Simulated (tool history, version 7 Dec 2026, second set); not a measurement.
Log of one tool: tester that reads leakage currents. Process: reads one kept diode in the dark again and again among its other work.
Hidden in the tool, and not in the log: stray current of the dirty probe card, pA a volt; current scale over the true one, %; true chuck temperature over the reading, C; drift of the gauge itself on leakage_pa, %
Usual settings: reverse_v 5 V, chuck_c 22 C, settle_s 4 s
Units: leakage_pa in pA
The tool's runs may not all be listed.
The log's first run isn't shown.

run    hour  reverse_v  chuck_c  settle_s  hours of work since the probe card was cleaned  hours of work since the tester was calibrated  hours of work since the chuck was calibrated  leakage_pa
  2    33.9          5       22         4                                             499                                           1049                                           554      130.06
  3    81.8          5       22         4                                             531                                           1081                                           586      129.28
  4   116.8          5       22         4                                             555                                           1105                                           610      128.44
  5   167.8          5       22         4                                             589                                           1139                                           644      128.77
  6     195       2.92       22         4                                             608                                           1157                                           663       102.8
  7   219.6       2.92       22         4                                             624                                           1174                                           679      103.59
  8   249.9       2.92       22         4                                             645                                           1194                                           700       102.6
  9   293.8          5       22         4                                             674                                           1224                                           729      127.88
 10   336.3          5       22         4                                             703                                           1253                                           758      127.17
 11     382          5       22         4                                             733                                           1283                                           788      126.75
 12   410.4          5       22         4                                             753                                           1303                                           808      127.14
      415.2  -- tester calibrated
 13   440.5          5       22         4                                             772                                             17                                           827      126.38
 14   484.6          5       22         4                                             801                                             47                                           856      125.98
      504.1  -- tester calibrated, once more
 15   513.5          5       22       6.7                                             819                                              6                                           874      127.05
 16   544.5          5       22         4                                             840                                             27                                           895      127.14
 17   596.2          5       22         4                                             875                                             62                                           930      126.88
 18   649.1          5       22         4                                             911                                             98                                           966      126.42
 19   697.8          5       22         4                                             944                                            130                                           999      125.85
 20   756.6          5       22         4                                             983                                            170                                          1038      124.71
 21   810.6          5       21       1.8                                            1020                                            206                                          1075      113.35
      821.1  -- chuck's temperature calibrated
 22   866.2          5       21      1.82                                            1056                                            243                                            30      127.76
 23   901.4          5       20      9.62                                            1079                                            266                                            54      115.45
 24   947.4          8       22      4.82                                            1110                                            297                                            85      168.86
 25   979.2          8       22      4.82                                            1132                                            319                                           106      169.79
 26  1008.7          8       22      4.82                                            1152                                            339                                           126      168.32

The next listed run, before its measurement:
 27  1052.3          8       52      4.82                                            1181                                            368                                           156           ?

leakage_pa: 2164.64 pA
Without the tool's hidden state the same run would have given leakage_pa 2195.19 pA.

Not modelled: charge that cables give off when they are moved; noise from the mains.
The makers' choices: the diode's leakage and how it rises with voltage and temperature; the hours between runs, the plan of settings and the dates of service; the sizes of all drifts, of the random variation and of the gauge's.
